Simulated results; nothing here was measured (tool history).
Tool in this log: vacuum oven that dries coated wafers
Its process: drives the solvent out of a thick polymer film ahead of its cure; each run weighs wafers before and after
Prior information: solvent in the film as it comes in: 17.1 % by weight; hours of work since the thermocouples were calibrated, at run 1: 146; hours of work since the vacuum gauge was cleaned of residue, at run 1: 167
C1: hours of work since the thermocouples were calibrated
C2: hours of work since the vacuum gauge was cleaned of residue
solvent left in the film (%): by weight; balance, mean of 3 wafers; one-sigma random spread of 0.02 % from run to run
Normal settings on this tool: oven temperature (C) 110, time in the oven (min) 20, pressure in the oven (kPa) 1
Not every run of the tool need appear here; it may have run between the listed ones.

Run 1, day 0: usual settings; C1 146; C2 167. Result: solvent left in the film (%) 1.98.
Run 2, day 1.25: usual settings; C1 159; C2 181. Result: solvent left in the film (%) 1.98.
Run 3, day 2.404: usual settings but oven temperature (C) 102; C1 172; C2 193. Result: solvent left in the film (%) 4.33.
Run 4, day 3.358: usual settings but oven temperature (C) 102; C1 182; C2 203. Result: solvent left in the film (%) 4.36.
Run 5, day 4.492: usual settings; C1 194; C2 216. Result: solvent left in the film (%) 1.98.
Run 6, day 5.496: usual settings; C1 205; C2 226. Result: solvent left in the film (%) 1.99.
Run 7, day 6.321: usual settings but pressure in the oven (kPa) 2.37; C1 214; C2 235. Result: solvent left in the film (%) 2.43.
Run 8, day 7.567: usual settings but oven temperature (C) 103; C1 228; C2 249. Result: solvent left in the film (%) 4.
Run 9, day 8.829: usual settings but time in the oven (min) 12; C1 241; C2 262. Result: solvent left in the film (%) 4.13.
Run 10, day 10.125: usual settings; C1 255; C2 276. Result: solvent left in the film (%) 2.02.
Run 11, day 10.779: usual settings; C1 262; C2 283. Result: solvent left in the film (%) 1.95.
Run 12, day 11.533: usual settings but time in the oven (min) 28, pressure in the oven (kPa) 0.91; C1 270; C2 292. Result: solvent left in the film (%) 1.07.
Run 13, day 12.808: usual settings but time in the oven (min) 16, pressure in the oven (kPa) 0.71; C1 284; C2 305. Result: solvent left in the film (%) 2.75.
Run 14, day 14.062: usual settings but time in the oven (min) 16, pressure in the oven (kPa) 0.71; C1 298; C2 319. Result: solvent left in the film (%) 2.75.
Run 15, day 14.842: usual settings but oven temperature (C) 117, time in the oven (min) 33, pressure in the oven (kPa) 2.63; C1 306; C2 327. Result: solvent left in the film (%) 0.87.
Run 16, day 15.592: usual settings but oven temperature (C) 117, time in the oven (min) 33, pressure in the oven (kPa) 1.37; C1 314; C2 335. Result: solvent left in the film (%) 0.48.
Run 17, day 16.596: usual settings but oven temperature (C) 123, pressure in the oven (kPa) 2.79; C1 325; C2 346. Result: solvent left in the film (%) 0.81.
Run 18, day 17.162: usual settings but oven temperature (C) 97, pressure in the oven (kPa) 2.79; C1 331; C2 352. Result: solvent left in the film (%) 6.73.
Run 19, day 18.188: usual settings but oven temperature (C) 97, pressure in the oven (kPa) 2.49; C1 342; C2 363. Result: solvent left in the film (%) 6.6.
Run 20, day 19.296: usual settings but oven temperature (C) 97, pressure in the oven (kPa) 2.49; C1 354; C2 375. Result: solvent left in the film (%) 6.65.
Run 21, day 20.412: usual settings but oven temperature (C) 117, pressure in the oven (kPa) 0.61; C1 366; C2 388. Result: solvent left in the film (%) 0.71.

Consider 4 possible next runs. They are alternatives, not a sequence: every one starts from the tool as it was left by run 21. What does each give?
Run A, day 21.421: usual settings but oven temperature (C) 117, pressure in the oven (kPa) 2.36; C1 377; C2 398. Result: solvent left in the film (%) ?.
Run B, day 21.421: usual settings but oven temperature (C) 120, pressure in the oven (kPa) 0.68; C1 377; C2 398. Result: solvent left in the film (%) ?.
Run C, day 21.421: usual settings but oven temperature (C) 100, time in the oven (min) 11, pressure in the oven (kPa) 1.01; C1 377; C2 398. Result: solvent left in the film (%) ?.
Run D, day 21.421: usual settings but oven temperature (C) 99, pressure in the oven (kPa) 0.61; C1 377; C2 398. Result: solvent left in the film (%) ?.

run  solvent left in the film (%)
  A                          1.16
  B                          0.44
  C                          7.89
  D                          5.22
The same runs, with their run-to-run variation unchanged, on a tool lacking any hidden condition would have given:
run  solvent left in the film (%)
  A                          1.12
  B                           0.4
  C                          7.87
  D                          5.18
